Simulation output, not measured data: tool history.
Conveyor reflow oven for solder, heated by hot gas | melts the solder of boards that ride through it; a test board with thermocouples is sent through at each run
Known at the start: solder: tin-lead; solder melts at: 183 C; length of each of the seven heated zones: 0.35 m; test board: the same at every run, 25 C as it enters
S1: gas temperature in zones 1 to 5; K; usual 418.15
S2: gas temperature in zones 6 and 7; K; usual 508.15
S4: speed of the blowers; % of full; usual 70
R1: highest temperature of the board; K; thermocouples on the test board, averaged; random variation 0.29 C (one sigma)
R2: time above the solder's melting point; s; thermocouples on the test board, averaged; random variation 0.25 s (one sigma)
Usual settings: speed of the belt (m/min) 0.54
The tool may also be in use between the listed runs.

{"run": 1, "hour": 0.0, "S1": 418.15, "S2": 508.15, "speed of the belt (m/min)": 0.54, "S4": 70, "R1": 494.15, "R2": 63.7}
{"run": 2, "hour": 12.9, "S1": 418.15, "S2": 496.15, "speed of the belt (m/min)": 0.54, "S4": 70, "R1": 483.35, "R2": 55.6}
{"run": 3, "hour": 31.7, "S1": 418.15, "S2": 496.15, "speed of the belt (m/min)": 0.54, "S4": 70, "R1": 482.45, "R2": 55.8}
{"run": 4, "hour": 47.5, "S1": 418.15, "S2": 496.15, "speed of the belt (m/min)": 0.54, "S4": 70, "R1": 483.15, "R2": 55.5}
{"run": 5, "hour": 56.0, "S1": 418.15, "S2": 508.15, "speed of the belt (m/min)": 0.54, "S4": 70, "R1": 493.75, "R2": 64.3}
{"run": 6, "hour": 68.6, "S1": 418.15, "S2": 508.15, "speed of the belt (m/min)": 0.54, "S4": 70, "R1": 493.35, "R2": 63.5}
{"run": 7, "hour": 83.1, "S1": 418.15, "S2": 508.15, "speed of the belt (m/min)": 0.54, "S4": 70, "R1": 493.65, "R2": 64}
{"run": 8, "hour": 93.4, "S1": 418.15, "S2": 508.15, "speed of the belt (m/min)": 0.562, "S4": 70, "R1": 493.05, "R2": 59.9}
{"run": 9, "hour": 108.2, "S1": 418.15, "S2": 508.15, "speed of the belt (m/min)": 0.582, "S4": 70, "R1": 491.65, "R2": 57.7}
{"run": 10, "hour": 117.1, "S1": 418.15, "S2": 508.15, "speed of the belt (m/min)": 0.582, "S4": 70, "R1": 491.55, "R2": 57.2}
{"run": 11, "hour": 125.6, "S1": 418.15, "S2": 508.15, "speed of the belt (m/min)": 0.582, "S4": 70, "R1": 491.35, "R2": 56.8}
{"run": 12, "hour": 143.9, "S1": 418.15, "S2": 508.15, "speed of the belt (m/min)": 0.582, "S4": 70, "R1": 491.05, "R2": 56.9}

Forecast run 13:
{"run": 13, "hour": 155.5, "S1": 418.15, "S2": 508.15, "speed of the belt (m/min)": 0.582, "S4": 70, "R1": "?", "R2": "?"}

{"run 13": {"R1": 490.95, "R2": 57.2}}
Without the tool's hidden state the same run would have given R1 492.85 K, R2 58.6 s.
